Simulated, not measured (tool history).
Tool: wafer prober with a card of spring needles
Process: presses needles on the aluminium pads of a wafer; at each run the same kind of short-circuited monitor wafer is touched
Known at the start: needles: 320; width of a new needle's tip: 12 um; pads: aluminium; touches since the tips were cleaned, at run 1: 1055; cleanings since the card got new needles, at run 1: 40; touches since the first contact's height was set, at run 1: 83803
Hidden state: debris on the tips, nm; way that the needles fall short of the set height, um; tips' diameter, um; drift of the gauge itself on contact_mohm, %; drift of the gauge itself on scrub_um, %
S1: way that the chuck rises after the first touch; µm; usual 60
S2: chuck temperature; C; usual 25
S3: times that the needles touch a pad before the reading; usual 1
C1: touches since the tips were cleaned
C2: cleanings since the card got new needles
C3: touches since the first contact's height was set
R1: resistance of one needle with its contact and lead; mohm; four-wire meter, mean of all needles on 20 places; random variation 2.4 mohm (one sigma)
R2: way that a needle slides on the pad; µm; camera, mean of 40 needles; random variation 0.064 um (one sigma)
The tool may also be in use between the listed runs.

Run 1, hour 0: usual settings; C1 1055; C2 40; C3 83803. Result: R1 279 mohm, R2 9.48 µm.
At hour 1.9: tips cleaned on abrasive film.
At hour 5.6: tips cleaned on abrasive film.
At hour 10.1: tips cleaned on abrasive film.
At hour 13.8: tips cleaned on abrasive film.
At hour 18.4: tips cleaned on abrasive film.
At hour 23: tips cleaned on abrasive film.
At hour 27.5: tips cleaned on abrasive film.
At hour 31.2: tips cleaned on abrasive film.
At hour 35.8: tips cleaned on abrasive film.
At hour 39.5: tips cleaned on abrasive film.
At hour 44: tips cleaned on abrasive film.
At hour 48.6: tips cleaned on abrasive film.
At hour 53.2: tips cleaned on abrasive film.
At hour 57.7: tips cleaned on abrasive film.
Run 2, hour 59.9: usual settings; C1 1097; C2 54; C3 112928. Result: R1 287 mohm, R2 9.26 µm.
At hour 61.8: tips cleaned on abrasive film.
At hour 63.9: height of the first contact set anew.
At hour 65.8: tips cleaned on abrasive film.
At hour 69.5: tips cleaned on abrasive film.
At hour 74: tips cleaned on abrasive film.
At hour 78.6: tips cleaned on abrasive film.
At hour 83.2: tips cleaned on abrasive film.
At hour 86.9: tips cleaned on abrasive film.
At hour 90.5: tips cleaned on abrasive film.
At hour 95.1: tips cleaned on abrasive film.
At hour 98.8: tips cleaned on abrasive film.
At hour 103.4: tips cleaned on abrasive film.
At hour 107.9: tips cleaned on abrasive film.
At hour 112.5: tips cleaned on abrasive film.
Run 3, hour 114.1: usual settings; C1 795; C2 67; C3 24374. Result: R1 279 mohm, R2 9.6 µm.
At hour 116.9: tips cleaned on abrasive film.
At hour 120.6: tips cleaned on abrasive film.
At hour 125.1: tips cleaned on abrasive film.
At hour 128.8: tips cleaned on abrasive film.
At hour 133.4: tips cleaned on abrasive film.
At hour 138: tips cleaned on abrasive film.
At hour 142.5: tips cleaned on abrasive film.
At hour 146.2: tips cleaned on abrasive film.
At hour 150.8: tips cleaned on abrasive film.
At hour 155.3: tips cleaned on abrasive film.
At hour 159: tips cleaned on abrasive film.
At hour 163.6: tips cleaned on abrasive film.
At hour 168.2: tips cleaned on abrasive film.
At hour 171.8: tips cleaned on abrasive film.
At hour 176.4: tips cleaned on abrasive film.
At hour 180.1: tips cleaned on abrasive film.
At hour 183.8: tips cleaned on abrasive film.
At hour 188.3: tips cleaned on abrasive film.
At hour 192.9: tips cleaned on abrasive film.
Run 4, hour 194.4: usual settings; C1 721; C2 86; C3 63355. Result: R1 282 mohm, R2 9.55 µm.
At hour 197.1: tips cleaned on abrasive film.
At hour 201.7: tips cleaned on abrasive film.
At hour 206.3: tips cleaned on abrasive film.
At hour 210.8: tips cleaned on abrasive film.
At hour 215.4: tips cleaned on abrasive film.
At hour 220: tips cleaned on abrasive film.
At hour 224.6: tips cleaned on abrasive film.
At hour 229.1: tips cleaned on abrasive film.
At hour 232.8: tips cleaned on abrasive film.
At hour 236.5: tips cleaned on abrasive film.
At hour 240.2: tips cleaned on abrasive film.
At hour 244.7: tips cleaned on abrasive film.
At hour 248.4: tips cleaned on abrasive film.
Run 5, hour 249.3: usual settings; C1 428; C2 99; C3 90031. Result: R1 278 mohm, R2 9.3 µm.
At hour 252.9: tips cleaned on abrasive film.
At hour 257.5: tips cleaned on abrasive film.
At hour 261.2: tips cleaned on abrasive film.
At hour 264.9: tips cleaned on abrasive film.
At hour 269.4: tips cleaned on abrasive film.
At hour 273.1: tips cleaned on abrasive film.
At hour 277.7: tips cleaned on abrasive film.
At hour 282.3: tips cleaned on abrasive film.
At hour 285.9: tips cleaned on abrasive film.
At hour 290.5: tips cleaned on abrasive film.
At hour 295.1: tips cleaned on abrasive film.
At hour 299.7: tips cleaned on abrasive film.
At hour 300.8: height of the first contact set anew.
At hour 303.6: tips cleaned on abrasive film.
At hour 308.2: tips cleaned on abrasive film.
At hour 311.9: tips cleaned on abrasive film.
At hour 315.6: tips cleaned on abrasive film.
At hour 320.1: tips cleaned on abrasive film.
Run 6, hour 323.2: usual settings but S2 37 C; C1 1513; C2 116; C3 10856. Result: R1 293 mohm, R2 9.73 µm.
At hour 324.2: tips cleaned on abrasive film.
At hour 327.8: tips cleaned on abrasive film.
At hour 332.4: tips cleaned on abrasive film.
At hour 337: tips cleaned on abrasive film.
At hour 340.7: tips cleaned on abrasive film.
At hour 345.2: tips cleaned on abrasive film.
At hour 348.9: tips cleaned on abrasive film.
At hour 352.6: tips cleaned on abrasive film.
At hour 357.1: tips cleaned on abrasive film.
At hour 361.7: tips cleaned on abrasive film.
At hour 366.3: tips cleaned on abrasive film.
At hour 370.9: tips cleaned on abrasive film.
At hour 375.4: tips cleaned on abrasive film.
At hour 379.1: tips cleaned on abrasive film.
Run 7, hour 381: usual settings but S3 2; C1 959; C2 130; C3 38952. Result: R1 280 mohm, R2 9.55 µm.
At hour 382.9: tips cleaned on abrasive film.
At hour 386.6: tips cleaned on abrasive film.
At hour 391.2: tips cleaned on abrasive film.
At hour 394.9: tips cleaned on abrasive film.
At hour 398.5: tips cleaned on abrasive film.
At hour 403.1: tips cleaned on abrasive film.
At hour 407.7: tips cleaned on abrasive film.
At hour 411.3: tips cleaned on abrasive film.
At hour 415.9: tips cleaned on abrasive film.
At hour 419.6: tips cleaned on abrasive film.
At hour 424.2: tips cleaned on abrasive film.
At hour 428.7: tips cleaned on abrasive film.
At hour 433.3: tips cleaned on abrasive film.
Run 8, hour 433.6: usual settings but S2 66 C; C1 145; C2 143; C3 64457. Result: R1 285 mohm, R2 9.47 µm.
At hour 437.3: tips cleaned on abrasive film.
At hour 441.8: tips cleaned on abrasive film.
At hour 446.4: tips cleaned on abrasive film.
At hour 450.1: tips cleaned on abrasive film.
At hour 453.8: tips cleaned on abrasive film.
At hour 458.3: tips cleaned on abrasive film.
At hour 462.9: tips cleaned on abrasive film.
At hour 467.5: tips cleaned on abrasive film.
At hour 472.1: tips cleaned on abrasive film.
At hour 475.7: tips cleaned on abrasive film.
At hour 479.4: tips cleaned on abrasive film.
At hour 484: tips cleaned on abrasive film.
At hour 487.7: tips cleaned on abrasive film.
At hour 492.2: tips cleaned on abrasive film.
Run 9, hour 493.5: usual settings but S1 61 µm, S2 48 C, S3 2; C1 640; C2 157; C3 93570. Result: R1 279 mohm, R2 9.48 µm.
At hour 496.3: tips cleaned on abrasive film.
At hour 500.9: tips cleaned on abrasive film.
At hour 505.4: tips cleaned on abrasive film.
At hour 510: tips cleaned on abrasive film.
At hour 513.7: tips cleaned on abrasive film.
At hour 518.3: tips cleaned on abrasive film.
At hour 521.9: tips cleaned on abrasive film.
At hour 526.5: tips cleaned on abrasive film.
At hour 531.1: tips cleaned on abrasive film.
At hour 534.8: tips cleaned on abrasive film.
At hour 537.7: height of the first contact set anew.
At hour 539.6: tips cleaned on abrasive film.
At hour 544.2: tips cleaned on abrasive film.
At hour 548.8: tips cleaned on abrasive film.
At hour 552.4: tips cleaned on abrasive film.
Run 10, hour 555: usual settings but S1 61 µm, S2 48 C, S3 2; C1 1253; C2 171; C3 8371. Result: R1 285 mohm, R2 9.91 µm.
At hour 556.8: tips cleaned on abrasive film.
At hour 561.4: tips cleaned on abrasive film.
At hour 565.1: tips cleaned on abrasive film.
At hour 569.7: tips cleaned on abrasive film.
At hour 573.3: tips cleaned on abrasive film.
At hour 577.9: tips cleaned on abrasive film.
At hour 581.6: tips cleaned on abrasive film.
At hour 586.2: tips cleaned on abrasive film.
At hour 589.8: tips cleaned on abrasive film.
At hour 594.4: tips cleaned on abrasive film.
At hour 598.1: tips cleaned on abrasive film.
At hour 602.7: tips cleaned on abrasive film.
At hour 606.6: tips cleaned on abrasive film.
Run 11, hour 606.6: usual settings but S1 61 µm, S2 48 C, S3 2; C1 0; C2 184; C3 33426. Result: R1 282 mohm, R2 9.7 µm.
At hour 611.2: tips cleaned on abrasive film.
At hour 614.9: tips cleaned on abrasive film.
At hour 619.4: tips cleaned on abrasive film.
At hour 623.1: tips cleaned on abrasive film.
At hour 627.7: tips cleaned on abrasive film.
At hour 631.4: tips cleaned on abrasive film.
At hour 635.9: tips cleaned on abrasive film.
At hour 640.5: tips cleaned on abrasive film.
At hour 644.2: tips cleaned on abrasive film.
At hour 647.9: tips cleaned on abrasive film.
At hour 652.4: tips cleaned on abrasive film.
At hour 656.1: tips cleaned on abrasive film.
At hour 659.8: tips cleaned on abrasive film.
At hour 664.3: tips cleaned on abrasive film.
At hour 668: tips cleaned on abrasive film.
Run 12, hour 671.6: usual settings but S1 62 µm; C1 1765; C2 199; C3 64997. Result: R1 287 mohm, R2 9.76 µm.
At hour 672.6: tips cleaned on abrasive film.
At hour 676.2: tips cleaned on abrasive film.
At hour 680.8: tips cleaned on abrasive film.
At hour 685.4: tips cleaned on abrasive film.
At hour 690: tips cleaned on abrasive film.
At hour 694.5: tips cleaned on abrasive film.
At hour 699.1: tips cleaned on abrasive film.
At hour 702.8: tips cleaned on abrasive film.
At hour 707.3: tips cleaned on abrasive film.
At hour 711: tips cleaned on abrasive film.
Run 13, hour 711.2: usual settings but S1 79 µm; C1 110; C2 209; C3 84237. Result: R1 264 mohm, R2 12.52 µm.
At hour 714.9: tips cleaned on abrasive film.
At hour 719.5: tips cleaned on abrasive film.
At hour 723.2: tips cleaned on abrasive film.
At hour 727.7: tips cleaned on abrasive film.
At hour 732.3: tips cleaned on abrasive film.
At hour 736.9: tips cleaned on abrasive film.
At hour 740.6: tips cleaned on abrasive film.
At hour 744.2: tips cleaned on abrasive film.
At hour 748.8: tips cleaned on abrasive film.
At hour 753.4: tips cleaned on abrasive film.
At hour 757.9: tips cleaned on abrasive film.
At hour 761.6: tips cleaned on abrasive film.
At hour 766.2: tips cleaned on abrasive film.
Run 14, hour 768.9: usual settings but S1 56 µm, S2 31 C, S3 2; C1 1344; C2 222; C3 112275. Result: R1 287 mohm, R2 8.66 µm.
At hour 769.9: tips cleaned on abrasive film.
At hour 774.5: tips cleaned on abrasive film.
At hour 774.8: height of the first contact set anew.
At hour 779.3: tips cleaned on abrasive film.
At hour 783.9: tips cleaned on abrasive film.
At hour 788.5: tips cleaned on abrasive film.
At hour 793: tips cleaned on abrasive film.
At hour 796.7: tips cleaned on abrasive film.
At hour 800.4: tips cleaned on abrasive film.
At hour 805: tips cleaned on abrasive film.
At hour 809.5: tips cleaned on abrasive film.
At hour 813.2: tips cleaned on abrasive film.
At hour 817.8: tips cleaned on abrasive film.
Run 15, hour 819.1: usual settings but S1 56 µm, S2 31 C, S3 2; C1 672; C2 234; C3 21581. Result: R1 285 mohm, R2 8.91 µm.

3 ways to go on from here, each from the tool as it stands after run 15. What would each give?
At hour 821.9: tips cleaned on abrasive film.
At hour 825.6: tips cleaned on abrasive film.
At hour 830.2: tips cleaned on abrasive film.
At hour 834.7: tips cleaned on abrasive film.
At hour 839.3: tips cleaned on abrasive film.
At hour 843.9: tips cleaned on abrasive film.
At hour 847.6: tips cleaned on abrasive film.
At hour 852.1: tips cleaned on abrasive film.
At hour 856.7: tips cleaned on abrasive film.
At hour 861.3: tips cleaned on abrasive film.
At hour 864.9: tips cleaned on abrasive film.
At hour 868.6: tips cleaned on abrasive film.
At hour 873.2: tips cleaned on abrasive film.
At hour 877.8: tips cleaned on abrasive film.
At hour 882.3: tips cleaned on abrasive film.
At hour 886: tips cleaned on abrasive film.
Run A, hour 886.3: usual settings but S1 42 µm, S2 95 C; C1 153; C2 250; C3 54210. Result: R1 ?, R2 ?.
At hour 821.9: tips cleaned on abrasive film.
At hour 825.6: tips cleaned on abrasive film.
At hour 830.2: tips cleaned on abrasive film.
At hour 834.7: tips cleaned on abrasive film.
At hour 839.3: tips cleaned on abrasive film.
At hour 843.9: tips cleaned on abrasive film.
At hour 847.6: tips cleaned on abrasive film.
At hour 852.1: tips cleaned on abrasive film.
At hour 856.7: tips cleaned on abrasive film.
At hour 861.3: tips cleaned on abrasive film.
At hour 864.9: tips cleaned on abrasive film.
At hour 868.6: tips cleaned on abrasive film.
At hour 873.2: tips cleaned on abrasive film.
At hour 877.8: tips cleaned on abrasive film.
At hour 882.3: tips cleaned on abrasive film.
At hour 886: tips cleaned on abrasive film.
Run B, hour 886.3: usual settings but S2 29 C, S3 2; C1 153; C2 250; C3 54210. Result: R1 ?, R2 ?.
At hour 821.9: tips cleaned on abrasive film.
At hour 825.6: tips cleaned on abrasive film.
At hour 830.2: tips cleaned on abrasive film.
At hour 834.7: tips cleaned on abrasive film.
At hour 839.3: tips cleaned on abrasive film.
At hour 843.9: tips cleaned on abrasive film.
At hour 847.6: tips cleaned on abrasive film.
At hour 852.1: tips cleaned on abrasive film.
At hour 856.7: tips cleaned on abrasive film.
At hour 861.3: tips cleaned on abrasive film.
At hour 864.9: tips cleaned on abrasive film.
At hour 868.6: tips cleaned on abrasive film.
At hour 873.2: tips cleaned on abrasive film.
At hour 877.8: tips cleaned on abrasive film.
At hour 882.3: tips cleaned on abrasive film.
At hour 886: tips cleaned on abrasive film.
Run C, hour 886.3: usual settings but S1 67 µm; C1 153; C2 250; C3 54210. Result: R1 ?, R2 ?.

run   R1     R2
  A  308   6.68
  B  271    9.5
  C  273  10.68
Without the tool's hidden state the same runs would have given:
run   R1     R2
  A  296   6.94
  B  267   9.75
  C  269  10.93
